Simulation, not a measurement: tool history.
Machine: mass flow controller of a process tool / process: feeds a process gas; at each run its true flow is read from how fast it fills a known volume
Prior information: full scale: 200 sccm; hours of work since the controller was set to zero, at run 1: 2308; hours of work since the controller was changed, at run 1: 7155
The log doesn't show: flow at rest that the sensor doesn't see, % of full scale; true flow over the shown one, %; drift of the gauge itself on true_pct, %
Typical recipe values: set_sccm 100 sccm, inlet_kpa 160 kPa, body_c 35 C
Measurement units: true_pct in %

run,hour,set_sccm,inlet_kpa,body_c,hours of work since the controller was set to zero,hours of work since the controller was changed,true_pct
1,0.0,100,160,35,2308,7155,96.65
2,269.4,100,160,35,2515,7362,96.62
3,535.3,100,160,35,2719,7567,96.65
# hour 635.3: controller exchanged for a calibrated one
4,1018.3,100,160,35,294,294,99.91
5,1229.8,100,160,35,457,457,99.92
6,1478.3,100,160,35,647,647,99.91
7,1846.7,100,160,35,930,930,99.67
8,2125.4,100,160,35,1144,1144,99.60
9,2544.9,100,160,35,1466,1466,99.50
10,2828.2,100,160,35,1684,1684,99.50
11,3060.4,100,160,35,1862,1862,99.30
12,3300.8,100,160,35,2047,2047,99.42
13,3588.8,100,160,35,2268,2268,99.25
14,3882.1,100,160,35,2493,2493,99.17
15,4286.1,100,160,35,2803,2803,99.12
16,4709.6,100,160,35,3129,3129,98.97
17,5043.4,100,160,35,3385,3385,99.05
18,5443.5,100,160,33,3692,3692,98.60
19,5867.5,100,160,33,4018,4018,98.65
20,6369.5,123,160,21,4403,4403,98.06
# hour 6761.5: controller's zero set anew
21,6824.6,94,163,35,48,4752,97.64
22,7313.7,100,249,26,424,5128,96.73
23,7684.4,75,160,35,709,5413,97.32
24,7953.7,39,160,22,916,5619,97.19
25,8435.4,49,200,35,1285,5989,97.05
26,8897.7,175,160,36,1640,6344,97.19
27,9339.0,67,151,40,1979,6683,97.21
28,9773.0,130,160,24,2313,7016,96.64
29,10071.4,57,180,25,2542,7246,96.64
30,10346.1,57,180,25,2753,7457,96.69
# hour 10579.6: controller exchanged for a calibrated one
31,10750.8,42,144,34,131,131,100.16
32,11080.2,42,144,34,384,384,100.16
33,11492.7,29,144,39,701,701,100.46
34,11996.7,83,144,39,1088,1088,100.08
35,12462.6,35,144,20,1446,1446,100.01
36,12765.6,178,175,35,1679,1679,99.79
37,13003.8,85,236,35,1862,1862,99.09

Forecast each of these 3 alternatives for the next run:
A,13220.6,36,223,39,2028,2028,?
B,13220.6,100,160,33,2028,2028,?
C,13220.6,165,157,23,2028,2028,?

run,true_pct
A,99.83
B,99.59
C,99.29
Take away the tool's hidden state, keep each run's random variation, and the runs would have read:
run,true_pct
A,99.66
B,100.14
C,100.01
